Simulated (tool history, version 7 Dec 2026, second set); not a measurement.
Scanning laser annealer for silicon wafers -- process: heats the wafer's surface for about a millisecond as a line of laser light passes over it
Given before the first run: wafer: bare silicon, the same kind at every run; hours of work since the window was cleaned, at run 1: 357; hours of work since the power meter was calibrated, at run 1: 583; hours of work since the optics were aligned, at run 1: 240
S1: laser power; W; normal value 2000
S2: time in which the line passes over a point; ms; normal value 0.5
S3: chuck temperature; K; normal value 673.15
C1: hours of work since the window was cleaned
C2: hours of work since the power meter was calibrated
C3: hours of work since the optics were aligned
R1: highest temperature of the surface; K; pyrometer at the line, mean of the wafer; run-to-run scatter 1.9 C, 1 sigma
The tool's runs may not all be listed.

run    hour    S1     S2      S3   C1    C2   C3       R1
  1       0  2000    0.5  673.15  357   583  240  1432.15
  2    39.1  1744    0.5  673.15  377   603  260  1322.15
  3    77.3  1744    0.5  673.15  397   623  280  1320.15
  4   132.1  1744    0.5  673.15  425   651  308  1322.15
  5   169.9  2000    0.5  673.15  444   671  328  1435.15
      192.8  -- window over the wafer cleaned
  6   207.6  2000    0.5  673.15    8   689  346  1434.15
  7   239.3  2000    0.5  673.15   24   706  362  1434.15
  8   294.4  2000    0.5  673.15   52   734  391  1433.15
  9     327  2000    0.5  673.15   69   751  407  1438.15
 10   368.3  2000    0.5  673.15   90   772  429  1434.15
 11   404.1  2000    0.5  673.15  109   791  447  1434.15
 12   451.3  2000    0.5  673.15  133   815  472  1438.15
 13   484.8  2000    0.5  635.15  151   832  489  1398.15
 14   519.8  1868    0.5  673.15  169   850  507  1373.15
 15   547.6  1868    0.5  673.15  183   865  521  1375.15
 16   582.8  2000  0.579  674.15  201   883  539  1501.15
 17   628.2  2000   0.58  673.15  225   906  563  1504.15
 18   672.3  2013    0.5  675.15  247   929  586  1444.15
 19   726.6  2013    0.5  675.15  275   957  614  1440.15
 20   756.7  2013    0.5  675.15  291   972  629  1445.15
 21   804.7  2000  0.562  694.15  316   997  654  1511.15
 22   828.9  2110  0.563  678.15  328  1010  666  1551.15
 23   886.2  1778  0.365  673.15  358  1039  696  1224.15
 24   931.5  2000    0.5  652.15  381  1063  719  1414.15
 25   972.7  2000    0.5  652.15  402  1084  741  1410.15
 26   997.5  2000    0.5  652.15  415  1097  753  1415.15
 27  1051.7  1781  0.507  675.15  443  1125  781  1342.15
     1077.2  -- window over the wafer cleaned
 28  1099.4  1918  0.505  644.15   11  1148  805  1374.15
 29  1131.6  1918  0.505  644.15   28  1165  821  1376.15
 30  1177.2  2000    0.5  675.15   52  1188  845  1438.15

For each entry between runs, how does the tool's hidden state at the last listed run before it compare with that at the first listed run after it?
Logged between run 5 and run 6: window over the wafer cleaned (hour 192.8)
  light that passes the window, % of a clean one's: 99.92 -> 100
Logged between run 27 and run 28: window over the wafer cleaned (hour 1077.2)
  light that passes the window, % of a clean one's: 99.93 -> 100
